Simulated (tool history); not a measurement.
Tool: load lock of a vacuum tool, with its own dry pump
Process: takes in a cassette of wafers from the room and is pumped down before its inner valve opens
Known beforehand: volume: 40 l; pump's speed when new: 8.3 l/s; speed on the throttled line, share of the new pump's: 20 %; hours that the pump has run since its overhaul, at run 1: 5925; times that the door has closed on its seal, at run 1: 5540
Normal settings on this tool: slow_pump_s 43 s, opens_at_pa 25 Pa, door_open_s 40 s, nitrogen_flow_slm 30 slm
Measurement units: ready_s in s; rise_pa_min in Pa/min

run	hour	slow_pump_s	opens_at_pa	door_open_s	nitrogen_flow_slm	hours that the pump has run since its overhaul	times that the door has closed on its seal	incoming humidity of the room's air, %	ready_s	rise_pa_min
1	0.0	43	25	40	30	5925	5540	45.4	76.3	0.062
2	294.7	43	25	40	30	6220	6061	42.8	77.2	0.058
3	543.7	43	25	40	30	6469	6500	45.6	76.6	0.063
4	787.8	43	25	40	30	6713	6931	42.4	76.5	0.064
5	1013.4	43	25	36	30	6939	7329	43.9	77.2	0.069
6	1358.7	43	25	36	30	7284	7938	47.6	77.0	0.079
7	1630.5	43	25	36	30	7556	8418	45.4	76.7	0.081
8	1866.5	43	25	40	30	7792	8835	46.7	78.0	0.081
9	2182.4	43	25	40	9	8108	9392	46.1	78.0	0.106
10	2449.3	43	25	40	14	8375	9863	42.6	76.9	0.101
11	2788.4	43	25	40	14	8714	10462	46.5	76.6	0.106
12	3080.9	43	19	40	30	9006	10978	43.7	78.8	0.103
13	3394.8	43	19	40	34	9320	11532	45.2	78.3	0.101
14	3747.9	43	25	228	12	9673	12156	43.5	78.5	0.181
15	3962.8	49	25	228	9	9888	12535	47.3	82.6	0.202
16	4199.1	49	25	228	9	10124	12952	45.8	81.9	0.208
17	4349.2	49	26	228	9	10275	13217	44.7	82.5	0.206
18	4514.7	49	26	228	9	10440	13509	44.8	82.2	0.211
19	4687.3	49	26	228	9	10613	13814	47.5	82.9	0.214
20	4908.1	49	26	228	9	10833	14203	41.6	82.4	0.214
21	5250.3	71	49	36	4	11176	14807	44.6	97.5	0.167
22	5458.3	71	49	55	18	11384	15174	44.1	96.3	0.169
23	5692.1	32	46	95	18	11618	15587	46.9	66.6	0.190
24	5992.5	26	24	27	13	11918	16117	42.1	65.5	0.175
25	6295.0	26	25	175	13	12220	16651	44.2	66.4	0.230

5 options for the next run, each taken on its own from the tool as it stands now. Forecast them:
A	6604.2	43	25	41	30	12530	17197	47.1	?	?
B	6604.2	43	31	40	30	12530	17197	44.4	?	?
C	6604.2	26	42	175	4	12530	17197	45.1	?	?
D	6604.2	26	27	175	22	12530	17197	44.0	?	?
E	6604.2	26	25	33	13	12530	17197	43.6	?	?

run	ready_s	rise_pa_min
A	78.4	0.185
B	76.1	0.188
C	62.9	0.269
D	65.8	0.226
E	66.0	0.190
Without the tool's unlogged condition, the same runs would have read:
run	ready_s	rise_pa_min
A	73.9	0.022
B	71.8	0.026
C	58.2	0.106
D	60.7	0.063
E	61.0	0.026
